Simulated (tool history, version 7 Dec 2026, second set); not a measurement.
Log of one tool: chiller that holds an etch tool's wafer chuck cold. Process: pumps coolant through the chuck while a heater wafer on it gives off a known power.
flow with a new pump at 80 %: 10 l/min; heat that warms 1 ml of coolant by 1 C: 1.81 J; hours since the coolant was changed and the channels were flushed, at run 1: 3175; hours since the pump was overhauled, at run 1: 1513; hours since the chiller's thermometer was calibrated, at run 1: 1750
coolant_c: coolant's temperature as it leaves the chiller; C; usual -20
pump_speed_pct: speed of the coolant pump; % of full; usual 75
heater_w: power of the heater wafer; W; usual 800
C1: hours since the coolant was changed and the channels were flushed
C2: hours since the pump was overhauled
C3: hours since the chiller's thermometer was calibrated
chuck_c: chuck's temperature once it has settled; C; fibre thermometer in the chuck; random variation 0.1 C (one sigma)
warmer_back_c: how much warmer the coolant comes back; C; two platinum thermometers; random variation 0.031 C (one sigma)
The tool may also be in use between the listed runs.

{"run": 1, "hour": 0.0, "coolant_c": -20, "pump_speed_pct": 75, "heater_w": 800, "C1": 3175, "C2": 1513, "C3": 1750, "chuck_c": -8.4, "warmer_back_c": 2.87}
{"run": 2, "hour": 27.4, "coolant_c": -20, "pump_speed_pct": 75, "heater_w": 800, "C1": 3202, "C2": 1540, "C3": 1777, "chuck_c": -8.5, "warmer_back_c": 2.87}
{"run": 3, "hour": 58.2, "coolant_c": -20, "pump_speed_pct": 75, "heater_w": 800, "C1": 3233, "C2": 1571, "C3": 1808, "chuck_c": -8.4, "warmer_back_c": 2.91}
{"run": 4, "hour": 95.4, "coolant_c": -20, "pump_speed_pct": 75, "heater_w": 800, "C1": 3270, "C2": 1608, "C3": 1845, "chuck_c": -8.5, "warmer_back_c": 2.9}
{"run": 5, "hour": 130.6, "coolant_c": -20, "pump_speed_pct": 75, "heater_w": 800, "C1": 3306, "C2": 1643, "C3": 1881, "chuck_c": -8.4, "warmer_back_c": 2.87}
{"run": 6, "hour": 149.2, "coolant_c": -20, "pump_speed_pct": 70, "heater_w": 800, "C1": 3324, "C2": 1662, "C3": 1899, "chuck_c": -7.5, "warmer_back_c": 3.09}
{"run": 7, "hour": 172.8, "coolant_c": -20, "pump_speed_pct": 70, "heater_w": 800, "C1": 3348, "C2": 1685, "C3": 1923, "chuck_c": -7.8, "warmer_back_c": 3.06}
{"run": 8, "hour": 193.3, "coolant_c": -20, "pump_speed_pct": 70, "heater_w": 800, "C1": 3368, "C2": 1706, "C3": 1943, "chuck_c": -7.7, "warmer_back_c": 3.16}
{"run": 9, "hour": 221.7, "coolant_c": -20, "pump_speed_pct": 70, "heater_w": 800, "C1": 3397, "C2": 1734, "C3": 1972, "chuck_c": -7.6, "warmer_back_c": 3.07}
{"run": 10, "hour": 262.6, "coolant_c": -20, "pump_speed_pct": 70, "heater_w": 486, "C1": 3438, "C2": 1775, "C3": 2013, "chuck_c": -12.5, "warmer_back_c": 1.92}
{"run": 11, "hour": 296.0, "coolant_c": -28, "pump_speed_pct": 80, "heater_w": 810, "C1": 3471, "C2": 1809, "C3": 2046, "chuck_c": -16.7, "warmer_back_c": 2.81}
{"run": 12, "hour": 317.3, "coolant_c": -13, "pump_speed_pct": 75, "heater_w": 800, "C1": 3492, "C2": 1830, "C3": 2067, "chuck_c": -1.5, "warmer_back_c": 2.91}
{"run": 13, "hour": 353.5, "coolant_c": -13, "pump_speed_pct": 75, "heater_w": 800, "C1": 3528, "C2": 1866, "C3": 2104, "chuck_c": -1.2, "warmer_back_c": 2.87}
{"run": 14, "hour": 372.1, "coolant_c": -13, "pump_speed_pct": 76, "heater_w": 740, "C1": 3547, "C2": 1885, "C3": 2122, "chuck_c": -2.0, "warmer_back_c": 2.66}
{"run": 15, "hour": 398.9, "coolant_c": -27, "pump_speed_pct": 91, "heater_w": 1097, "C1": 3574, "C2": 1911, "C3": 2149, "chuck_c": -13.4, "warmer_back_c": 3.35}
{"run": 16, "hour": 421.3, "coolant_c": -27, "pump_speed_pct": 91, "heater_w": 1097, "C1": 3596, "C2": 1934, "C3": 2171, "chuck_c": -13.2, "warmer_back_c": 3.34}
{"run": 17, "hour": 446.8, "coolant_c": -30, "pump_speed_pct": 81, "heater_w": 913, "C1": 3622, "C2": 1959, "C3": 2197, "chuck_c": -17.6, "warmer_back_c": 3.13}
{"run": 18, "hour": 488.4, "coolant_c": -17, "pump_speed_pct": 75, "heater_w": 800, "C1": 3663, "C2": 2001, "C3": 2238, "chuck_c": -5.1, "warmer_back_c": 2.89}
{"run": 19, "hour": 506.6, "coolant_c": -17, "pump_speed_pct": 75, "heater_w": 599, "C1": 3681, "C2": 2019, "C3": 2257, "chuck_c": -8.1, "warmer_back_c": 2.19}

4 ways to go on from here, each from the tool as it stands after run 19. What would each give?
{"run": "A", "hour": 538.8, "coolant_c": -15, "pump_speed_pct": 65, "heater_w": 660, "C1": 3714, "C2": 2051, "C3": 2289, "chuck_c": "?", "warmer_back_c": "?"}
{"run": "B", "hour": 538.8, "coolant_c": -17, "pump_speed_pct": 63, "heater_w": 478, "C1": 3714, "C2": 2051, "C3": 2289, "chuck_c": "?", "warmer_back_c": "?"}
{"run": "C", "hour": 538.8, "coolant_c": -17, "pump_speed_pct": 89, "heater_w": 599, "C1": 3714, "C2": 2051, "C3": 2289, "chuck_c": "?", "warmer_back_c": "?"}
{"run": "D", "hour": 538.8, "coolant_c": -30, "pump_speed_pct": 82, "heater_w": 772, "C1": 3714, "C2": 2051, "C3": 2289, "chuck_c": "?", "warmer_back_c": "?"}

run=A chuck_c=-4.0 warmer_back_c=2.80
run=B chuck_c=-8.7 warmer_back_c=2.06
run=C chuck_c=-9.1 warmer_back_c=1.88
run=D chuck_c=-19.4 warmer_back_c=2.60
Without the tool's hidden state the same runs would have given:
run=A chuck_c=-5.3 warmer_back_c=2.70
run=B chuck_c=-9.8 warmer_back_c=1.98
run=C chuck_c=-10.2 warmer_back_c=1.81
run=D chuck_c=-20.6 warmer_back_c=2.51

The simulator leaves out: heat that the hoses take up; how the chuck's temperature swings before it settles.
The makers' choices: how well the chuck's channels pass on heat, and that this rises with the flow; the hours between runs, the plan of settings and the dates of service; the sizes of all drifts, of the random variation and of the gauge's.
